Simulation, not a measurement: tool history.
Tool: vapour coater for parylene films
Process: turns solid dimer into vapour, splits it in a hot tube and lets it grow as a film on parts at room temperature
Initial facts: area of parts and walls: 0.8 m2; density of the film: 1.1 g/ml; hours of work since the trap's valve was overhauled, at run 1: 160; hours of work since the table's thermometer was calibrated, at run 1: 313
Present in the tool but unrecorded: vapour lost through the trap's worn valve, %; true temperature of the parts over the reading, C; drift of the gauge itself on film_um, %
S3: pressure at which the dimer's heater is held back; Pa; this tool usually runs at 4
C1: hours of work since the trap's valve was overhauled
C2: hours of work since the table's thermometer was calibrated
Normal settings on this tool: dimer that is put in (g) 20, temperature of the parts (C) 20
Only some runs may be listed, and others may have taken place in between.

Run 1, hour 0: usual settings; C1 160; C2 313. Result: thickness of the film (µm) 13.6.
Run 2, hour 21.1: usual settings; C1 171; C2 324. Result: thickness of the film (µm) 13.5.
Run 3, hour 46.7: usual settings but dimer that is put in (g) 8; C1 184; C2 337. Result: thickness of the film (µm) 5.4.
Run 4, hour 62.5: usual settings but S3 6.78 Pa; C1 191; C2 344. Result: thickness of the film (µm) 12.21.
Run 5, hour 81.3: usual settings but S3 6.78 Pa; C1 201; C2 354. Result: thickness of the film (µm) 12.33.
Run 6, hour 91.6: usual settings but dimer that is put in (g) 28; C1 206; C2 359. Result: thickness of the film (µm) 19.
Run 7, hour 113: usual settings but dimer that is put in (g) 11; C1 217; C2 370. Result: thickness of the film (µm) 7.37.
Run 8, hour 133.4: usual settings; C1 227; C2 380. Result: thickness of the film (µm) 13.33.
Run 9, hour 154: usual settings; C1 237; C2 390. Result: thickness of the film (µm) 13.44.
Run 10, hour 169.6: usual settings; C1 245; C2 398. Result: thickness of the film (µm) 13.23.
Run 11, hour 184.2: usual settings; C1 252; C2 405. Result: thickness of the film (µm) 13.3.
Run 12, hour 195.4: usual settings; C1 258; C2 411. Result: thickness of the film (µm) 13.2.
Run 13, hour 218.1: usual settings; C1 269; C2 422. Result: thickness of the film (µm) 13.42.
Run 14, hour 230.9: usual settings; C1 276; C2 429. Result: thickness of the film (µm) 13.17.
Run 15, hour 255.6: usual settings but temperature of the parts (C) 22; C1 288; C2 441. Result: thickness of the film (µm) 12.62.
Run 16, hour 277.6: usual settings but temperature of the parts (C) 22; C1 299; C2 452. Result: thickness of the film (µm) 12.64.
Run 17, hour 299.4: usual settings but S3 2.36 Pa; C1 310; C2 463. Result: thickness of the film (µm) 14.56.
Run 18, hour 315.3: usual settings but S3 2.36 Pa; C1 318; C2 471. Result: thickness of the film (µm) 14.75.
At hour 320.5: trap's valve overhauled.
Run 19, hour 337.1: usual settings but S3 2.36 Pa; C1 8; C2 480. Result: thickness of the film (µm) 14.5.
Run 20, hour 353.7: usual settings but temperature of the parts (C) 32, S3 3.97 Pa; C1 17; C2 488. Result: thickness of the film (µm) 10.15.
Run 21, hour 374.9: usual settings but dimer that is put in (g) 21; C1 27; C2 499. Result: thickness of the film (µm) 13.69.
Run 22, hour 397.7: usual settings but dimer that is put in (g) 19, temperature of the parts (C) 29, S3 2.16 Pa; C1 39; C2 510. Result: thickness of the film (µm) 11.38.
Run 23, hour 414.9: usual settings but dimer that is put in (g) 34, temperature of the parts (C) 23; C1 47; C2 519. Result: thickness of the film (µm) 20.7.
At hour 437.9: trap's valve overhauled, once more.
Run 24, hour 440.5: usual settings but dimer that is put in (g) 34, temperature of the parts (C) 23; C1 1; C2 530. Result: thickness of the film (µm) 21.71.
Run 25, hour 456.4: usual settings but dimer that is put in (g) 15, temperature of the parts (C) 31, S3 8.41 Pa; C1 9; C2 537. Result: thickness of the film (µm) 7.05.
Run 26, hour 476.9: usual settings but dimer that is put in (g) 23; C1 20; C2 548. Result: thickness of the film (µm) 15.87.
Run 27, hour 497.1: usual settings but dimer that is put in (g) 13; C1 30; C2 558. Result: thickness of the film (µm) 8.93.
Run 28, hour 513.5: usual settings but dimer that is put in (g) 23, temperature of the parts (C) 21, S3 4.98 Pa; C1 38; C2 566. Result: thickness of the film (µm) 14.85.
Run 29, hour 536: usual settings but dimer that is put in (g) 23, temperature of the parts (C) 27, S3 2.7 Pa; C1 49; C2 577. Result: thickness of the film (µm) 14.59.
Run 30, hour 550.4: usual settings but dimer that is put in (g) 23, temperature of the parts (C) 27, S3 2.7 Pa; C1 56; C2 584. Result: thickness of the film (µm) 14.55.

Below are 3 alternative next runs, each starting from the tool's condition after run 30. Predict each:
Run A, hour 561.7: usual settings but dimer that is put in (g) 23, temperature of the parts (C) 27, S3 8.31 Pa; C1 62; C2 590. Result: thickness of the film (µm) ?.
Run B, hour 561.7: usual settings but dimer that is put in (g) 14; C1 62; C2 590. Result: thickness of the film (µm) ?.
Run C, hour 561.7: usual settings but dimer that is put in (g) 23, S3 9.24 Pa; C1 62; C2 590. Result: thickness of the film (µm) ?.

run  thickness of the film (µm)
  A                       11.83
  B                         9.5
  C                        13.5
The same runs, with their run-to-run variation unchanged, on a tool lacking any hidden condition would have given:
run  thickness of the film (µm)
  A                       12.07
  B                        9.69
  C                       13.77

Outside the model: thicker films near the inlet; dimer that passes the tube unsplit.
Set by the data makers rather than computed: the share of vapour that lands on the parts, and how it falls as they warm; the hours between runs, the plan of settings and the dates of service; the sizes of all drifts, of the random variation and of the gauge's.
